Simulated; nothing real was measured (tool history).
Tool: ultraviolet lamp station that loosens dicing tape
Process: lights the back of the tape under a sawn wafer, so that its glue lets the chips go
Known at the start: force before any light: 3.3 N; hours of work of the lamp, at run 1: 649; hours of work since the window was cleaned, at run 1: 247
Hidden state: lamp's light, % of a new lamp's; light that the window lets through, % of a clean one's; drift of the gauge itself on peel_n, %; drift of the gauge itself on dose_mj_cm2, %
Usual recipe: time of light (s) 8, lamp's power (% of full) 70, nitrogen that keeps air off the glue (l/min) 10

| run | hour | time of light (s) | lamp's power (% of full) | nitrogen that keeps air off the glue (l/min) | hours of work of the lamp | hours of work since the window was cleaned | force that peels the tape off (N) | light that reached the tape (mJ/cm²) |
|---|---|---|---|---|---|---|---|---|
| 1 | 0.0 | 8 | 70 | 10 | 649 | 247 | 0.361 | 352 |
| 2 | 22.7 | 8 | 70 | 10 | 665 | 264 | 0.370 | 347 |
| 3 | 66.7 | 8 | 70 | 10 | 697 | 296 | 0.359 | 345 |
| 4 | 102.1 | 9 | 70 | 10 | 723 | 321 | 0.266 | 389 |
| 5 | 127.5 | 9 | 70 | 10 | 742 | 340 | 0.291 | 392 |
| 6 | 174.7 | 8 | 70 | 4 | 776 | 374 | 0.651 | 347 |
| 7 | 215.9 | 8 | 70 | 7 | 806 | 404 | 0.453 | 345 |
| 8 | 256.2 | 8 | 70 | 7 | 835 | 434 | 0.460 | 343 |
|  | 272.1 | window cleaned of glue's vapour |
| 9 | 281.4 | 8 | 70 | 10 | 853 | 7 | 0.356 | 342 |
| 10 | 307.1 | 8 | 70 | 10 | 872 | 25 | 0.367 | 345 |
| 11 | 339.2 | 8 | 70 | 4 | 895 | 49 | 0.643 | 346 |
| 12 | 387.9 | 8 | 70 | 10 | 931 | 84 | 0.371 | 342 |
| 13 | 426.1 | 8 | 70 | 10 | 958 | 112 | 0.385 | 347 |
| 14 | 456.2 | 8 | 70 | 10 | 980 | 134 | 0.378 | 343 |
| 15 | 504.8 | 8 | 84 | 10 | 1016 | 169 | 0.251 | 415 |
| 16 | 555.1 | 8 | 90 | 10 | 1052 | 206 | 0.221 | 438 |
| 17 | 599.4 | 8 | 73 | 10 | 1084 | 238 | 0.334 | 358 |
| 18 | 626.3 | 8 | 73 | 10 | 1104 | 258 | 0.334 | 361 |
| 19 | 651.5 | 8 | 69 | 10 | 1122 | 276 | 0.371 | 339 |
| 20 | 683.9 | 8 | 69 | 10 | 1146 | 299 | 0.376 | 339 |
| 21 | 707.2 | 10 | 70 | 10 | 1163 | 316 | 0.240 | 437 |
| 22 | 761.8 | 10 | 70 | 10 | 1202 | 356 | 0.232 | 430 |
| 23 | 791.8 | 12 | 63 | 16 | 1224 | 378 | 0.160 | 466 |
| 24 | 819.5 | 12 | 63 | 16 | 1244 | 398 | 0.165 | 464 |
| 25 | 851.3 | 8 | 91 | 8 | 1268 | 421 | 0.259 | 448 |
| 26 | 875.9 | 8 | 91 | 8 | 1285 | 439 | 0.248 | 449 |
|  | 885.5 | window cleaned of glue's vapour |
| 27 | 926.5 | 8 | 91 | 8 | 1322 | 30 | 0.250 | 442 |
| 28 | 978.0 | 8 | 91 | 9 | 1359 | 67 | 0.227 | 450 |
| 29 | 1021.7 | 10 | 71 | 5 | 1391 | 99 | 0.364 | 436 |
| 30 | 1057.9 | 10 | 71 | 5 | 1417 | 125 | 0.369 | 436 |
| 31 | 1089.7 | 5 | 71 | 8 | 1440 | 148 | 0.832 | 221 |
| 32 | 1137.4 | 5 | 71 | 8 | 1475 | 183 | 0.852 | 220 |
|  | 1145.8 | lamp changed |
| 33 | 1180.7 | 11 | 83 | 5 | 25 | 214 | 0.231 | 564 |
| 34 | 1211.4 | 4 | 91 | 10 | 48 | 236 | 0.743 | 223 |
| 35 | 1251.6 | 4 | 91 | 10 | 77 | 265 | 0.738 | 221 |
| 36 | 1286.2 | 4 | 91 | 10 | 102 | 291 | 0.765 | 223 |
| 37 | 1328.5 | 7 | 92 | 17 | 133 | 321 | 0.203 | 400 |
| 38 | 1353.2 | 14 | 96 | 10 | 151 | 339 | 0.087 | 830 |
| 39 | 1392.5 | 14 | 69 | 10 | 179 | 368 | 0.125 | 593 |
| 40 | 1415.6 | 9 | 78 | 4 | 196 | 385 | 0.441 | 431 |
| 41 | 1460.7 | 8 | 68 | 17 | 229 | 417 | 0.296 | 340 |
| 42 | 1494.8 | 4 | 68 | 5 | 254 | 442 | 1.298 | 172 |
|  | 1500.0 | window cleaned of glue's vapour |
| 43 | 1519.8 | 4 | 68 | 5 | 272 | 14 | 1.398 | 168 |

Each row is a separate what-if for the run after 43, all from the same tool condition, not one after another. Results?
| A | 1564.3 | 4 | 99 | 5 | 304 | 47 | ? | ? |
| B | 1564.3 | 8 | 83 | 10 | 304 | 47 | ? | ? |
| C | 1564.3 | 4 | 89 | 11 | 304 | 47 | ? | ? |
| D | 1564.3 | 4 | 70 | 10 | 304 | 47 | ? | ? |

| run | force that peels the tape off (N) | light that reached the tape (mJ/cm²) |
|---|---|---|
| A | 0.902 | 239 |
| B | 0.264 | 411 |
| C | 0.746 | 219 |
| D | 1.030 | 173 |
The same runs, with their run-to-run variation unchanged, on a tool lacking any hidden condition would have given:
| run | force that peels the tape off (N) | light that reached the tape (mJ/cm²) |
|---|---|---|
| A | 0.901 | 239 |
| B | 0.264 | 412 |
| C | 0.745 | 219 |
| D | 1.030 | 173 |
